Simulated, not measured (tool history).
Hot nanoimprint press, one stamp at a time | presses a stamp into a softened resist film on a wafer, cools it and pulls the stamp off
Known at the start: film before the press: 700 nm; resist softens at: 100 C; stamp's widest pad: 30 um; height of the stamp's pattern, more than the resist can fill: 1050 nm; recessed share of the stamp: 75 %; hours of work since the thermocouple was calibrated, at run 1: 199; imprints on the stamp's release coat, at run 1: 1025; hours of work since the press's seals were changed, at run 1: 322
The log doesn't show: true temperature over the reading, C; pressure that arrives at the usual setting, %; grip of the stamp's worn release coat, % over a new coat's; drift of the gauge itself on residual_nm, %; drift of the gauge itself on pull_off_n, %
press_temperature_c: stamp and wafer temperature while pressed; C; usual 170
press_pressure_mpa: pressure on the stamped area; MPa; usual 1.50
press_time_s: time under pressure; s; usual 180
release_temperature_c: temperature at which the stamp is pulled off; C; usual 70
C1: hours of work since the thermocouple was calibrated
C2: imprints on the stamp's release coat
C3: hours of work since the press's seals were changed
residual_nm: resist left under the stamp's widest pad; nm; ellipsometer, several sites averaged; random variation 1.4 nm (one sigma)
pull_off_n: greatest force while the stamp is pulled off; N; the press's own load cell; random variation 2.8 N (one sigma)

run 1 hour=0.0 | press_temperature_c=170 press_pressure_mpa=1.50 press_time_s=180 release_temperature_c=70 | C1=199 C2=1025 C3=322 | residual_nm=342.5 pull_off_n=161
run 2 hour=17.9 | press_temperature_c=170 press_pressure_mpa=1.50 press_time_s=180 release_temperature_c=70 | C1=209 C2=1057 C3=332 | residual_nm=343.0 pull_off_n=168
run 3 hour=34.1 | press_temperature_c=170 press_pressure_mpa=1.50 press_time_s=180 release_temperature_c=70 | C1=218 C2=1086 C3=341 | residual_nm=343.1 pull_off_n=162
run 4 hour=48.1 | press_temperature_c=170 press_pressure_mpa=1.50 press_time_s=180 release_temperature_c=70 | C1=226 C2=1110 C3=349 | residual_nm=340.2 pull_off_n=169
run 5 hour=65.1 | press_temperature_c=170 press_pressure_mpa=1.50 press_time_s=180 release_temperature_c=70 | C1=235 C2=1140 C3=359 | residual_nm=340.8 pull_off_n=168
run 6 hour=79.8 | press_temperature_c=170 press_pressure_mpa=1.50 press_time_s=180 release_temperature_c=70 | C1=244 C2=1166 C3=367 | residual_nm=341.6 pull_off_n=161
run 7 hour=97.6 | press_temperature_c=177 press_pressure_mpa=1.50 press_time_s=218 release_temperature_c=64 | C1=254 C2=1198 C3=377 | residual_nm=246.3 pull_off_n=195
run 8 hour=109.5 | press_temperature_c=177 press_pressure_mpa=1.50 press_time_s=180 release_temperature_c=67 | C1=261 C2=1219 C3=384 | residual_nm=267.3 pull_off_n=180
run 9 hour=124.5 | press_temperature_c=177 press_pressure_mpa=1.50 press_time_s=180 release_temperature_c=67 | C1=269 C2=1245 C3=392 | residual_nm=265.3 pull_off_n=181
run 10 hour=137.7 | press_temperature_c=172 press_pressure_mpa=2.03 press_time_s=311 release_temperature_c=70 | C1=276 C2=1269 C3=400 | residual_nm=221.3 pull_off_n=169
-- hour=151.7 stamp cleaned and given a new release coat
run 11 hour=159.7 | press_temperature_c=172 press_pressure_mpa=1.18 press_time_s=187 release_temperature_c=70 | C1=286 C2=14 C3=409 | residual_nm=350.1 pull_off_n=135
run 12 hour=168.0 | press_temperature_c=172 press_pressure_mpa=1.18 press_time_s=187 release_temperature_c=70 | C1=290 C2=29 C3=414 | residual_nm=346.2 pull_off_n=132

Forecast each of these 5 alternatives for the next run:
run A hour=180.4 | press_temperature_c=172 press_pressure_mpa=1.48 press_time_s=169 release_temperature_c=64 | C1=297 C2=51 C3=421 | residual_nm=? pull_off_n=?
run B hour=180.4 | press_temperature_c=170 press_pressure_mpa=1.77 press_time_s=180 release_temperature_c=70 | C1=297 C2=51 C3=421 | residual_nm=? pull_off_n=?
run C hour=180.4 | press_temperature_c=180 press_pressure_mpa=1.41 press_time_s=180 release_temperature_c=64 | C1=297 C2=51 C3=421 | residual_nm=? pull_off_n=?
run D hour=180.4 | press_temperature_c=170 press_pressure_mpa=1.59 press_time_s=180 release_temperature_c=70 | C1=297 C2=51 C3=421 | residual_nm=? pull_off_n=?
run E hour=180.4 | press_temperature_c=172 press_pressure_mpa=2.05 press_time_s=248 release_temperature_c=58 | C1=297 C2=51 C3=421 | residual_nm=? pull_off_n=?

run=A residual_nm=324.6 pull_off_n=151
run=B residual_nm=316.0 pull_off_n=130
run=C residual_nm=248.8 pull_off_n=156
run=D residual_nm=330.7 pull_off_n=134
run=E residual_nm=242.4 pull_off_n=175
Without the tool's hidden state the same runs would have given:
run=A residual_nm=325.3 pull_off_n=150
run=B residual_nm=316.1 pull_off_n=130
run=C residual_nm=249.1 pull_off_n=155
run=D residual_nm=331.3 pull_off_n=134
run=E residual_nm=241.8 pull_off_n=174

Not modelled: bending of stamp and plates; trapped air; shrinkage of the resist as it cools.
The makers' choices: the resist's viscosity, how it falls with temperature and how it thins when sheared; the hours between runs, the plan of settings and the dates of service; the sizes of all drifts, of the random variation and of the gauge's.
